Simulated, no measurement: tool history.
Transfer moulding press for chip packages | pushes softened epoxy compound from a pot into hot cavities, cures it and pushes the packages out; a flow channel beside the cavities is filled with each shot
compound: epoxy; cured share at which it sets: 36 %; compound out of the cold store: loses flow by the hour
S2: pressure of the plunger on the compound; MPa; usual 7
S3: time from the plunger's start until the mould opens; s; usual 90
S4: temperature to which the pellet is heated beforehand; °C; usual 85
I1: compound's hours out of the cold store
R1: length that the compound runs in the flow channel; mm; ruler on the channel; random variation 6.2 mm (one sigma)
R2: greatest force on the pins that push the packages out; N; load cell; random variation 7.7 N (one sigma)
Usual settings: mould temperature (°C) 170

run 1 day=0 | mould_temperature_(°C)=170 S2=7 S3=90 S4=85 | I1=11.7 | R1=663 R2=341
-- day=2.021 cavities cleaned with cleaning compound and waxed
run 2 day=2.379 | mould_temperature_(°C)=170 S2=7 S3=90 S4=85 | I1=13 | R1=668 R2=446
-- day=3.983 plunger's sealing rings changed
-- day=4.317 cavities cleaned with cleaning compound and waxed
run 3 day=5.733 | mould_temperature_(°C)=170 S2=7 S3=90 S4=85 | I1=17 | R1=700 R2=624
-- day=6.367 cavities cleaned with cleaning compound and waxed
-- day=6.75 mould's thermocouples calibrated
-- day=8.525 cavities cleaned with cleaning compound and waxed
run 4 day=9.154 | mould_temperature_(°C)=170 S2=7 S3=90 S4=85 | I1=36.8 | R1=622 R2=496
-- day=10.571 cavities cleaned with cleaning compound and waxed
run 5 day=11.196 | mould_temperature_(°C)=170 S2=7 S3=90 S4=85 | I1=47.9 | R1=587 R2=507
-- day=12.533 cavities cleaned with cleaning compound and waxed
run 6 day=13.733 | mould_temperature_(°C)=170 S2=7 S3=90 S4=85 | I1=19 | R1=654 R2=594
-- day=14.712 cavities cleaned with cleaning compound and waxed
run 7 day=16.217 | mould_temperature_(°C)=170 S2=7 S3=130 S4=85 | I1=15.5 | R1=668 R2=600
-- day=16.788 cavities cleaned with cleaning compound and waxed
run 8 day=18.354 | mould_temperature_(°C)=170 S2=7 S3=90 S4=85 | I1=22.8 | R1=628 R2=632
-- day=18.971 cavities cleaned with cleaning compound and waxed
-- day=19.904 mould's thermocouples calibrated, once more
-- day=21.167 cavities cleaned with cleaning compound and waxed
-- day=21.288 plunger's sealing rings changed
run 9 day=21.288 | mould_temperature_(°C)=170 S2=7.16 S3=90 S4=85 | I1=11.9 | R1=728 R2=343
-- day=23.354 cavities cleaned with cleaning compound and waxed
run 10 day=24.475 | mould_temperature_(°C)=170 S2=7.16 S3=90 S4=85 | I1=45.5 | R1=618 R2=586
-- day=25.521 cavities cleaned with cleaning compound and waxed
run 11 day=26.338 | mould_temperature_(°C)=170 S2=7.16 S3=90 S4=85 | I1=33.2 | R1=640 R2=539
-- day=27.538 cavities cleaned with cleaning compound and waxed
-- day=29.583 cavities cleaned with cleaning compound and waxed
run 12 day=29.629 | mould_temperature_(°C)=170 S2=8.66 S3=90 S4=85 | I1=31.2 | R1=705 R2=352
run 13 day=31.042 | mould_temperature_(°C)=170 S2=7 S3=90 S4=85 | I1=27.3 | R1=637 R2=597
-- day=31.65 cavities cleaned with cleaning compound and waxed
-- day=33.867 cavities cleaned with cleaning compound and waxed
run 14 day=34.188 | mould_temperature_(°C)=170 S2=7 S3=90 S4=85 | I1=12.3 | R1=671 R2=463
-- day=36.058 cavities cleaned with cleaning compound and waxed
run 15 day=36.083 | mould_temperature_(°C)=170 S2=7 S3=90 S4=85 | I1=37.9 | R1=588 R2=332
-- day=38.138 cavities cleaned with cleaning compound and waxed
-- day=38.492 plunger's sealing rings changed
run 16 day=39.221 | mould_temperature_(°C)=163 S2=8.7 S3=123 S4=85 | I1=29.5 | R1=768 R2=563
-- day=40.371 cavities cleaned with cleaning compound and waxed
run 17 day=40.821 | mould_temperature_(°C)=163 S2=8.7 S3=106 S4=94 | I1=20.8 | R1=785 R2=462
-- day=42.433 cavities cleaned with cleaning compound and waxed
run 18 day=42.954 | mould_temperature_(°C)=163 S2=8.7 S3=106 S4=94 | I1=8.1 | R1=818 R2=547
-- day=44.508 cavities cleaned with cleaning compound and waxed
run 19 day=45.3 | mould_temperature_(°C)=173 S2=8.19 S3=92 S4=94 | I1=12.2 | R1=735 R2=519
-- day=46.508 cavities cleaned with cleaning compound and waxed
-- day=47.371 mould's thermocouples calibrated
-- day=48.604 cavities cleaned with cleaning compound and waxed
run 20 day=48.717 | mould_temperature_(°C)=170 S2=7 S3=90 S4=94 | I1=21 | R1=650 R2=377
-- day=50.629 cavities cleaned with cleaning compound and waxed
run 21 day=51.162 | mould_temperature_(°C)=170 S2=7 S3=90 S4=94 | I1=47.3 | R1=560 R2=463
-- day=52.808 cavities cleaned with cleaning compound and waxed
run 22 day=53.729 | mould_temperature_(°C)=170 S2=7 S3=101 S4=87 | I1=14.9 | R1=653 R2=553
-- day=54.775 cavities cleaned with cleaning compound and waxed
-- day=55.746 plunger's sealing rings changed
-- day=57.046 cavities cleaned with cleaning compound and waxed
run 23 day=57.196 | mould_temperature_(°C)=170 S2=7 S3=101 S4=87 | I1=30.6 | R1=655 R2=354
-- day=59.204 cavities cleaned with cleaning compound and waxed
run 24 day=59.208 | mould_temperature_(°C)=164 S2=7 S3=101 S4=89 | I1=17.1 | R1=709 R2=345
run 25 day=60.9 | mould_temperature_(°C)=169 S2=6.81 S3=76 S4=78 | I1=19.8 | R1=664 R2=773

Forecast each of these 5 alternatives for the next run:
-- day=61.225 cavities cleaned with cleaning compound and waxed
run A day=62.8 | mould_temperature_(°C)=169 S2=6.81 S3=76 S4=78 | I1=10.9 | R1=? R2=?
-- day=61.225 cavities cleaned with cleaning compound and waxed
run B day=62.8 | mould_temperature_(°C)=169 S2=6.81 S3=101 S4=78 | I1=31 | R1=? R2=?
-- day=61.225 cavities cleaned with cleaning compound and waxed
run C day=62.8 | mould_temperature_(°C)=165 S2=7 S3=90 S4=93 | I1=40.5 | R1=? R2=?
-- day=61.225 cavities cleaned with cleaning compound and waxed
run D day=62.8 | mould_temperature_(°C)=175 S2=7.29 S3=77 S4=85 | I1=14.9 | R1=? R2=?
-- day=61.225 cavities cleaned with cleaning compound and waxed
run E day=62.8 | mould_temperature_(°C)=169 S2=7 S3=85 S4=78 | I1=38.1 | R1=? R2=?

run=A R1=689 R2=783
run=B R1=621 R2=617
run=C R1=613 R2=665
run=D R1=681 R2=620
run=E R1=617 R2=656
Without the tool's hidden state the same runs would have given:
run=A R1=719 R2=405
run=B R1=648 R2=318
run=C R1=640 R2=342
run=D R1=710 R2=322
run=E R1=644 R2=342
